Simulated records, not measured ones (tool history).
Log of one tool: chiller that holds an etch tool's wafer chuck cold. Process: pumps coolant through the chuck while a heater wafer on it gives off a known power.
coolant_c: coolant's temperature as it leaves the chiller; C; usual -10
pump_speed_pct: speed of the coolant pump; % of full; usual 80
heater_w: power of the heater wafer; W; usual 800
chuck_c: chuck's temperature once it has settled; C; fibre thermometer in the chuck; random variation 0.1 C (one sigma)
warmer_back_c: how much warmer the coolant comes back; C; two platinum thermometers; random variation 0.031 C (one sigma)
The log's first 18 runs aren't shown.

| run | hour | coolant_c | pump_speed_pct | heater_w | chuck_c | warmer_back_c |
|---|---|---|---|---|---|---|
|  | 879.4 | chiller's thermometer calibrated |
| 19 | 933.4 | -10 | 68 | 651 | -4.4 | 2.59 |
| 20 | 1002.6 | -10 | 68 | 651 | -4.4 | 2.62 |
| 21 | 1052.3 | -6 | 97 | 453 | -3.1 | 1.23 |
| 22 | 1112.4 | -14 | 70 | 1076 | -5.1 | 4.29 |
| 23 | 1147.5 | -3 | 70 | 889 | 4.3 | 3.51 |
| 24 | 1194.6 | -10 | 66 | 926 | -2 | 3.89 |
| 25 | 1232.9 | -10 | 82 | 449 | -6.5 | 1.52 |
|  | 1247.3 | chiller's thermometer calibrated, once more |
| 26 | 1294 | -10 | 82 | 449 | -7 | 1.48 |
| 27 | 1351.2 | -18 | 82 | 568 | -14.1 | 1.93 |
| 28 | 1392.7 | -1 | 85 | 800 | 4.5 | 2.58 |
| 29 | 1441.5 | -11 | 80 | 509 | -7 | 1.78 |
| 30 | 1484.8 | -19 | 72 | 1013 | -11 | 3.95 |
| 31 | 1519.3 | -19 | 80 | 800 | -13.3 | 2.78 |

Forecast each of these 5 alternatives for the next run:
| A | 1559.6 | -19 | 100 | 800 | ? | ? |
| B | 1559.6 | -3 | 94 | 595 | ? | ? |
| C | 1559.6 | -4 | 80 | 707 | ? | ? |
| D | 1559.6 | -3 | 64 | 800 | ? | ? |
| E | 1559.6 | -19 | 95 | 800 | ? | ? |

| run | chuck_c | warmer_back_c |
|---|---|---|
| A | -14.2 | 2.19 |
| B | 0.8 | 1.74 |
| C | 1.2 | 2.5 |
| D | 4 | 3.55 |
| E | -14 | 2.32 |
Without the tool's hidden state the same runs would have given:
| run | chuck_c | warmer_back_c |
|---|---|---|
| A | -14.7 | 2.1 |
| B | 0.5 | 1.67 |
| C | 0.8 | 2.4 |
| D | 3.3 | 3.4 |
| E | -14.5 | 2.22 |
